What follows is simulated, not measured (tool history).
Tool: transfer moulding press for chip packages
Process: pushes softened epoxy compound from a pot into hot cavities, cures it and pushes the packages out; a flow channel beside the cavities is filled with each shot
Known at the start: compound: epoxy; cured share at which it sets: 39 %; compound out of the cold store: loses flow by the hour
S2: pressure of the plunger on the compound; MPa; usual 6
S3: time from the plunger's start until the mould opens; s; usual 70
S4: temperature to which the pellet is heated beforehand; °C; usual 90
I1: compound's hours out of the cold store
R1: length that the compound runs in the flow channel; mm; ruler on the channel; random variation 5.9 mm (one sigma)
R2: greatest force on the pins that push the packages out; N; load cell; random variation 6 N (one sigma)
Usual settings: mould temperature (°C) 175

Run 1, hour 0: usual settings; I1 46.6. Result: R1 665 mm, R2 396 N.
Run 2, hour 6.3: usual settings; I1 27.2. Result: R1 738 mm, R2 408 N.
At hour 10.3: cavities cleaned with cleaning compound and waxed.
Run 3, hour 16.8: usual settings; I1 43.1. Result: R1 688 mm, R2 256 N.
Run 4, hour 21.5: usual settings; I1 44.6. Result: R1 688 mm, R2 261 N.
Run 5, hour 27.6: usual settings; I1 17.6. Result: R1 766 mm, R2 270 N.
Run 6, hour 34.2: usual settings; I1 36.4. Result: R1 705 mm, R2 294 N.
Run 7, hour 41.2: usual settings; I1 15. Result: R1 783 mm, R2 318 N.
Run 8, hour 50.3: usual settings; I1 17.7. Result: R1 765 mm, R2 329 N.
Run 9, hour 55.7: usual settings; I1 34. Result: R1 716 mm, R2 334 N.
Run 10, hour 62.3: usual settings; I1 9.1. Result: R1 803 mm, R2 343 N.
Run 11, hour 69.3: usual settings; I1 16.7. Result: R1 772 mm, R2 381 N.
Run 12, hour 73.6: usual settings; I1 20.1. Result: R1 751 mm, R2 361 N.
Run 13, hour 82.1: usual settings but mould temperature (°C) 177, S4 87 °C; I1 27. Result: R1 727 mm, R2 357 N.
Run 14, hour 90.7: usual settings but S3 58 s; I1 10.6. Result: R1 779 mm, R2 569 N.
Run 15, hour 96.3: usual settings but S3 58 s; I1 47.4. Result: R1 658 mm, R2 490 N.
Run 16, hour 103.9: usual settings but S3 58 s; I1 43.3. Result: R1 671 mm, R2 517 N.
Run 17, hour 111: usual settings but S2 6.71 MPa, S3 58 s; I1 44. Result: R1 707 mm, R2 538 N.
Run 18, hour 116.9: usual settings but S2 5.34 MPa, S3 56 s, S4 88 °C; I1 23.6. Result: R1 683 mm, R2 626 N.
Run 19, hour 123.7: usual settings but S2 5.34 MPa, S3 56 s, S4 88 °C; I1 9.1. Result: R1 748 mm, R2 644 N.
Run 20, hour 132.1: usual settings but S2 5.34 MPa, S3 56 s, S4 88 °C; I1 28.9. Result: R1 669 mm, R2 612 N.
Run 21, hour 138.6: usual settings but mould temperature (°C) 179, S2 5.34 MPa, S3 94 s, S4 97 °C; I1 15.2. Result: R1 717 mm, R2 342 N.
Run 22, hour 145.1: usual settings but mould temperature (°C) 179, S2 4.55 MPa, S3 94 s, S4 97 °C; I1 33.6. Result: R1 607 mm, R2 356 N.
At hour 147.3: cavities cleaned with cleaning compound and waxed.
Run 23, hour 151.2: usual settings but mould temperature (°C) 177, S2 6.97 MPa, S3 59 s, S4 97 °C; I1 14.3. Result: R1 827 mm, R2 293 N.
Run 24, hour 159.7: usual settings but mould temperature (°C) 181, S3 52 s; I1 32.2. Result: R1 680 mm, R2 313 N.

Some steps in R1 between neighbouring runs. How much of each would the tool show without its hidden state too (settings, what came in, random variation), and how much is left for the hidden state, with any gauge scatter that isn't in both results?
The hidden state here: true mould temperature over the reading, C; pressure that reaches the compound, % of what is set; grip of the stained cavities, % over clean ones'; drift of the gauge itself on flow_mm, %; drift of the gauge itself on push_out_n, %.
Run 22 -> 23: mould temperature (°C) 179 -> 177, S2 4.55 -> 6.97, S3 94 -> 59, cavities cleaned with cleaning compound and waxed. R1 +220 mm: hidden state -15, all else +235.
Run 23 -> 24: mould temperature (°C) 177 -> 181, S2 6.97 -> 6, S3 59 -> 52, S4 97 -> 90. R1 -147 mm: hidden state +8, all else -155.
